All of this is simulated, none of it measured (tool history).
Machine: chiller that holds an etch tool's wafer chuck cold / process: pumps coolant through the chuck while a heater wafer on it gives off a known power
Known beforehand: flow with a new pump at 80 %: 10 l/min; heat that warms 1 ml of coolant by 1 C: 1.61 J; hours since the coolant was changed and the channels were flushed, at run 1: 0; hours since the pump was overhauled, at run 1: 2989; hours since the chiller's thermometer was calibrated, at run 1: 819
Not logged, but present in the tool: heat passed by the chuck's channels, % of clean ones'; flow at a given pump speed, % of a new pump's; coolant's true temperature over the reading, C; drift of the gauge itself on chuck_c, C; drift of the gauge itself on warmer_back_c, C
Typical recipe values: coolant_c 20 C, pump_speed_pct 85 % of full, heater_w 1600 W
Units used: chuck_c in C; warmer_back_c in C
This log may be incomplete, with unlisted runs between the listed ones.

run     day  coolant_c  pump_speed_pct  heater_w  hours since the coolant was changed and the channels were flushed  hours since the pump was overhauled  hours since the chiller's thermometer was calibrated  chuck_c  warmer_back_c
  1       0         20              85      1600                                                                  0                                 2989                                                   819     36.5           6.14
  2     3.2         19              85      1600                                                                 77                                 3066                                                   895     35.7           6.16
  3   6.438         19              85      1600                                                                155                                 3144                                                   973     35.7           6.11
  4   9.738         19              85      1600                                                                234                                 3223                                                  1052     35.9           6.16
  5  14.317         19              85      1600                                                                344                                 3333                                                  1162     35.8            6.2
  6  17.704         19              85      2271                                                                425                                 3414                                                  1244       43           8.84
  7  19.867         19              85      2271                                                                477                                 3466                                                  1295     43.2           8.82
  8  22.421         20              85      1600                                                                538                                 3527                                                  1357       37           6.27
  9  27.025         20              85      1600                                                                649                                 3638                                                  1467     37.2           6.29
 10  31.492         20              85      1600                                                                756                                 3745                                                  1574     37.3           6.26
 11  34.492         20              61      1600                                                                828                                 3817                                                  1646     42.1           9.12
 12  36.825         20              61      1600                                                                884                                 3873                                                  1702       42           9.07
 13  39.338         20              99      1600                                                                944                                 3933                                                  1763     35.7           5.35
 14  42.838         20              99      1600                                                               1028                                 4017                                                  1847     35.7           5.36
 15  45.162         22              85      1600                                                               1084                                 4073                                                  1902     39.6           6.33
 16  49.067         22              85      1600                                                               1178                                 4167                                                  1996     39.5           6.35
     49.571  -- coolant pump overhauled
 17  53.092         20              89      1600                                                               1269                                   84                                                  2088     37.4           6.27
 18  54.988         20              89      1600                                                               1315                                  130                                                  2133     37.5           6.19
 19  57.338         11              89       834                                                               1371                                  186                                                  2190       20           3.24
 20  61.625         20              65      1149                                                               1474                                  289                                                  2293     35.9           6.38
     64.071  -- coolant pump overhauled, once more
 21  65.179         22              72       905                                                               1554                                   27                                                  2373     32.6           3.77
 22  69.688         20              97      1600                                                               1662                                  135                                                  2481     34.7           4.82

The next listed run, before its measurement:
 23  73.3         16              97      1600                                                               1749                                  221                                                  2568        ?              ?

chuck_c: 31.1 C
warmer_back_c: 4.87 C
Without the tool's hidden state the same run would have given chuck_c 30.3 C, warmer_back_c 4.87 C.
